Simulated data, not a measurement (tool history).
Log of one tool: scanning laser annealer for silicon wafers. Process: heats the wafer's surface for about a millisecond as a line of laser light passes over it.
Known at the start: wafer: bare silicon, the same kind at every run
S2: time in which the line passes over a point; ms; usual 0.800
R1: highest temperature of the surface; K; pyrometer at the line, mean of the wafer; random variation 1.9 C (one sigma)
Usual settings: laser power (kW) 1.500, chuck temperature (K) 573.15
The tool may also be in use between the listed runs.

{"run": 1, "hour": 0.0, "laser power (kW)": 1.5, "S2": 0.8, "chuck temperature (K)": 573.15, "R1": 1415.15}
{"run": 2, "hour": 29.2, "laser power (kW)": 1.571, "S2": 0.8, "chuck temperature (K)": 573.15, "R1": 1464.15}
{"hour": 42.5, "done": "window over the wafer cleaned"}
{"run": 3, "hour": 81.8, "laser power (kW)": 1.523, "S2": 0.8, "chuck temperature (K)": 573.15, "R1": 1434.15}
{"run": 4, "hour": 126.0, "laser power (kW)": 1.5, "S2": 0.8, "chuck temperature (K)": 573.15, "R1": 1414.15}
{"run": 5, "hour": 158.4, "laser power (kW)": 1.5, "S2": 0.8, "chuck temperature (K)": 573.15, "R1": 1418.15}
{"run": 6, "hour": 206.0, "laser power (kW)": 1.5, "S2": 0.8, "chuck temperature (K)": 573.15, "R1": 1418.15}
{"run": 7, "hour": 258.1, "laser power (kW)": 1.5, "S2": 0.8, "chuck temperature (K)": 573.15, "R1": 1415.15}
{"run": 8, "hour": 310.3, "laser power (kW)": 1.5, "S2": 0.8, "chuck temperature (K)": 573.15, "R1": 1418.15}
{"run": 9, "hour": 345.4, "laser power (kW)": 1.5, "S2": 0.8, "chuck temperature (K)": 573.15, "R1": 1418.15}
{"run": 10, "hour": 396.2, "laser power (kW)": 1.5, "S2": 0.704, "chuck temperature (K)": 573.15, "R1": 1364.15}
{"run": 11, "hour": 425.5, "laser power (kW)": 1.5, "S2": 0.8, "chuck temperature (K)": 573.15, "R1": 1420.15}
{"run": 12, "hour": 479.2, "laser power (kW)": 1.5, "S2": 0.845, "chuck temperature (K)": 573.15, "R1": 1435.15}
{"run": 13, "hour": 502.6, "laser power (kW)": 1.5, "S2": 0.845, "chuck temperature (K)": 573.15, "R1": 1437.15}
{"run": 14, "hour": 530.2, "laser power (kW)": 1.398, "S2": 0.848, "chuck temperature (K)": 585.15, "R1": 1381.15}
{"run": 15, "hour": 553.2, "laser power (kW)": 1.489, "S2": 0.8, "chuck temperature (K)": 573.15, "R1": 1407.15}
{"run": 16, "hour": 581.3, "laser power (kW)": 1.455, "S2": 0.711, "chuck temperature (K)": 603.15, "R1": 1370.15}

Forecast run 17:
{"run": 17, "hour": 603.4, "laser power (kW)": 1.631, "S2": 0.672, "chuck temperature (K)": 541.15, "R1": "?"}

{"run 17": {"R1": 1396.15}}
Without the tool's hidden state the same run would have given R1 1397.15 K.
